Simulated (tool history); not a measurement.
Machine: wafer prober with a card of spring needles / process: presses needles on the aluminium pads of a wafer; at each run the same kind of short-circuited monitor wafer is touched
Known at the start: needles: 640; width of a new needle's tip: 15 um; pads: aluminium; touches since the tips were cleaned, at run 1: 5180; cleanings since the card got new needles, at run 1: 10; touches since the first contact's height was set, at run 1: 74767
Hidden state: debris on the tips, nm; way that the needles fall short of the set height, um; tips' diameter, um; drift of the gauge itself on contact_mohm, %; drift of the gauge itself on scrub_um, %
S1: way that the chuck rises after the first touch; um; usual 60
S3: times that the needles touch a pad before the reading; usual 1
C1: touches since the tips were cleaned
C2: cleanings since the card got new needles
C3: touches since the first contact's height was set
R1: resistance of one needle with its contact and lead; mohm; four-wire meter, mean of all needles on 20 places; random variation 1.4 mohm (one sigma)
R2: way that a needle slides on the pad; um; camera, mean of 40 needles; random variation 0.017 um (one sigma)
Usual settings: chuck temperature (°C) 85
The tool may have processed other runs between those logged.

run 1 day=0.000 | S1=60 chuck_temperature_(°C)=85 S3=1 | C1=5180 C2=10 C3=74767 | R1=121 R2=13.22
-- day=0.188 tips cleaned on abrasive film
run 2 day=0.488 | S1=60 chuck_temperature_(°C)=85 S3=1 | C1=2170 C2=11 C3=78281 | R1=118 R2=13.24
run 3 day=0.904 | S1=60 chuck_temperature_(°C)=85 S3=1 | C1=5209 C2=11 C3=81320 | R1=121 R2=13.28
-- day=1.096 tips cleaned on abrasive film
run 4 day=1.317 | S1=60 chuck_temperature_(°C)=85 S3=1 | C1=1627 C2=12 C3=84312 | R1=119 R2=13.29
run 5 day=1.679 | S1=60 chuck_temperature_(°C)=85 S3=1 | C1=4264 C2=12 C3=86949 | R1=121 R2=13.29
-- day=1.983 tips cleaned on abrasive film
run 6 day=2.196 | S1=60 chuck_temperature_(°C)=85 S3=1 | C1=1558 C2=13 C3=90703 | R1=120 R2=13.28
run 7 day=2.608 | S1=60 chuck_temperature_(°C)=85 S3=1 | C1=4544 C2=13 C3=93689 | R1=122 R2=13.32
-- day=2.858 tips cleaned on abrasive film
run 8 day=2.929 | S1=60 chuck_temperature_(°C)=30 S3=1 | C1=496 C2=14 C3=95992 | R1=112 R2=13.31
run 9 day=3.262 | S1=41 chuck_temperature_(°C)=70 S3=1 | C1=2937 C2=14 C3=98433 | R1=122 R2=9.12

Predict the results of run 10:
-- day=3.738 tips cleaned on abrasive film
run 10 day=3.738 | S1=41 chuck_temperature_(°C)=70 S3=1 | C1=0 C2=15 C3=101878 | R1=? R2=?

Run 10 yielded R1 122 mohm, R2 9.15 um.
Minus the tool's unlogged condition, the same run would have read R1 122 mohm, R2 9.05 um.
